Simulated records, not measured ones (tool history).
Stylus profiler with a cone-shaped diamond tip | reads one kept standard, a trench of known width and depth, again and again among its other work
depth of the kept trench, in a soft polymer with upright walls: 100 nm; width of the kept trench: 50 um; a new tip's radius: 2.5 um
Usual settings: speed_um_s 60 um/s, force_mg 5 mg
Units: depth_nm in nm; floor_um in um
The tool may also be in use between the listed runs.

run   hour  speed_um_s  force_mg  depth_nm  floor_um
  1      0          60         5    102.47     48.34
  2   30.1          60      1.77    101.21     48.13
  3   65.8          60         5    102.45     48.32
  4     98          60         5    102.45     48.36
  5  128.7          60         5     102.4     48.36
  6    160          17         5    102.42     48.51
  7  191.4          17         5    102.49     48.53
  8  215.2          60      5.61    102.67     48.33
  9  239.1         167         5    102.44     47.92
 10  261.2         167         5    102.45     47.93
 11  286.3         116      1.68    101.19     47.73
 12  322.1         116      1.68    101.18     47.71
 13  351.3          23         5    102.46     48.52
 14  366.1          50      2.99    101.72     48.28
 15    390          34       1.8    101.22     48.37
 16  414.4          34       1.8    101.22     48.36
 17    450          34      9.42    103.75     48.51
 18  477.7         144      3.22    101.81     47.84
 19    493          60      8.56    103.53     48.38

4 ways to go on from here, each from the tool as it stands after run 19. What would each give?
  A  528.4          24      4.81         ?         ?
  B  528.4          30      6.22         ?         ?
  C  528.4          20      1.82         ?         ?
  D  528.4          57      6.17         ?         ?

run  depth_nm  floor_um
  A    102.38     48.49
  B    102.85     48.46
  C    101.23     48.47
  D    102.81     48.43
Without the tool's hidden state the same runs would have given:
run  depth_nm  floor_um
  A    102.38     48.49
  B    102.85     48.47
  C    101.23     48.47
  D    102.81     48.43
